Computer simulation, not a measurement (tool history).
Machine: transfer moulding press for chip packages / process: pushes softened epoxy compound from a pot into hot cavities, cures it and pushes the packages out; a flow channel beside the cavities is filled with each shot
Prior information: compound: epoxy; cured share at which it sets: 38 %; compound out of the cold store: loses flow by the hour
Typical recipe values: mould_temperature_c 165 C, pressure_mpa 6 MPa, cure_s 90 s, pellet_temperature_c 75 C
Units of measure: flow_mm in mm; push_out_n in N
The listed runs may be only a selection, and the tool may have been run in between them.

run	day	mould_temperature_c	pressure_mpa	cure_s	pellet_temperature_c	incoming compound's hours out of the cold store	flow_mm	push_out_n
1	0	165	6	90	75	10.2	714	654
# day 0.454: cavities cleaned with cleaning compound and waxed
# day 2.429: cavities cleaned with cleaning compound and waxed
2	2.429	165	6	90	75	20.3	692	525
# day 4.517: cavities cleaned with cleaning compound and waxed
3	4.517	165	6	90	75	46.3	639	486
# day 4.842: plunger's sealing rings changed
# day 6.642: cavities cleaned with cleaning compound and waxed
4	6.646	165	6	90	75	17.6	733	509
# day 8.579: cavities cleaned with cleaning compound and waxed
5	9.567	165	6	90	75	42.3	679	594
# day 10.817: cavities cleaned with cleaning compound and waxed
6	11.896	165	6	90	75	31.5	692	617
# day 12.817: cavities cleaned with cleaning compound and waxed
7	14.275	165	6	90	75	32.6	689	611
# day 14.958: cavities cleaned with cleaning compound and waxed
# day 17.062: cavities cleaned with cleaning compound and waxed
8	17.575	165	7.03	90	75	14.3	778	563
# day 19.154: cavities cleaned with cleaning compound and waxed
9	20.512	165	6	90	82	29.1	681	594
# day 20.879: mould's thermocouples calibrated
# day 21.212: cavities cleaned with cleaning compound and waxed
# day 23.258: cavities cleaned with cleaning compound and waxed
10	24.45	165	6	90	82	21.9	683	575
# day 25.329: plunger's sealing rings changed
# day 25.392: cavities cleaned with cleaning compound and waxed
# day 27.408: cavities cleaned with cleaning compound and waxed
11	27.892	165	6	90	82	22.2	718	547
# day 29.467: cavities cleaned with cleaning compound and waxed
# day 31.446: cavities cleaned with cleaning compound and waxed
12	32.217	165	6	90	82	31.3	690	516
# day 33.383: cavities cleaned with cleaning compound and waxed
# day 35.308: cavities cleaned with cleaning compound and waxed
13	36.1	165	6	90	82	10.7	720	561
# day 37.412: cavities cleaned with cleaning compound and waxed
# day 39.392: cavities cleaned with cleaning compound and waxed
# day 40.296: mould's thermocouples calibrated, once more
14	40.342	165	6.71	115	82	42.6	695	527
# day 41.671: cavities cleaned with cleaning compound and waxed
# day 43.629: cavities cleaned with cleaning compound and waxed
15	43.629	172	6.71	88	71	43	676	470
# day 45.912: plunger's sealing rings changed
# day 45.975: cavities cleaned with cleaning compound and waxed
16	45.975	167	7.37	72	72	9.7	835	700
17	47.675	161	7.37	72	72	13.8	838	1334
# day 47.954: cavities cleaned with cleaning compound and waxed
18	49.433	161	7.37	72	72	24.9	803	1249
# day 50.133: cavities cleaned with cleaning compound and waxed
# day 52.183: cavities cleaned with cleaning compound and waxed
19	52.808	161	7.37	72	72	14.1	823	1223
# day 54.412: cavities cleaned with cleaning compound and waxed
20	54.675	161	7.37	72	72	41.5	764	1043
# day 56.408: cavities cleaned with cleaning compound and waxed
# day 58.338: cavities cleaned with cleaning compound and waxed
21	58.8	165	7.45	86	75	25.7	779	589
# day 60.521: cavities cleaned with cleaning compound and waxed
22	60.583	165	6	87	75	23.7	695	564
# day 62.775: cavities cleaned with cleaning compound and waxed
23	64.517	165	6	87	75	39.5	657	641
# day 64.854: cavities cleaned with cleaning compound and waxed
# day 66.467: plunger's sealing rings changed
# day 67.262: cavities cleaned with cleaning compound and waxed
24	67.958	165	6	87	75	41.1	691	568
# day 69.492: cavities cleaned with cleaning compound and waxed
25	70.125	165	7.26	98	84	35	757	522
# day 71.671: cavities cleaned with cleaning compound and waxed
26	73.221	165	7.26	98	84	22.6	789	593

Hidden state or all else? Some run-to-run changes of flow_mm, split into what the settings, what came in and random variation would give without the hidden state, and what is left for the hidden state (with any gauge scatter that isn't in both results):
What the log doesn't record here: true mould temperature over the reading, C; pressure that reaches the compound, % of what is set; grip of the stained cavities, % over clean ones'; drift of the gauge itself on flow_mm, %; drift of the gauge itself on push_out_n, %.
Run 3 -> 4: plunger's sealing rings changed, cavities cleaned with cleaning compound and waxed. flow_mm +94 mm: hidden state +40, all else +54.
Run 8 -> 9: pressure_mpa 7.03 -> 6, pellet_temperature_c 75 -> 82, cavities cleaned with cleaning compound and waxed. flow_mm -97 mm: hidden state -3, all else -94.
Run 15 -> 16: mould_temperature_c 172 -> 167, pressure_mpa 6.71 -> 7.37, cure_s 88 -> 72, pellet_temperature_c 71 -> 72, plunger's sealing rings changed, cavities cleaned with cleaning compound and waxed. flow_mm +159 mm: hidden state +43, all else +116.

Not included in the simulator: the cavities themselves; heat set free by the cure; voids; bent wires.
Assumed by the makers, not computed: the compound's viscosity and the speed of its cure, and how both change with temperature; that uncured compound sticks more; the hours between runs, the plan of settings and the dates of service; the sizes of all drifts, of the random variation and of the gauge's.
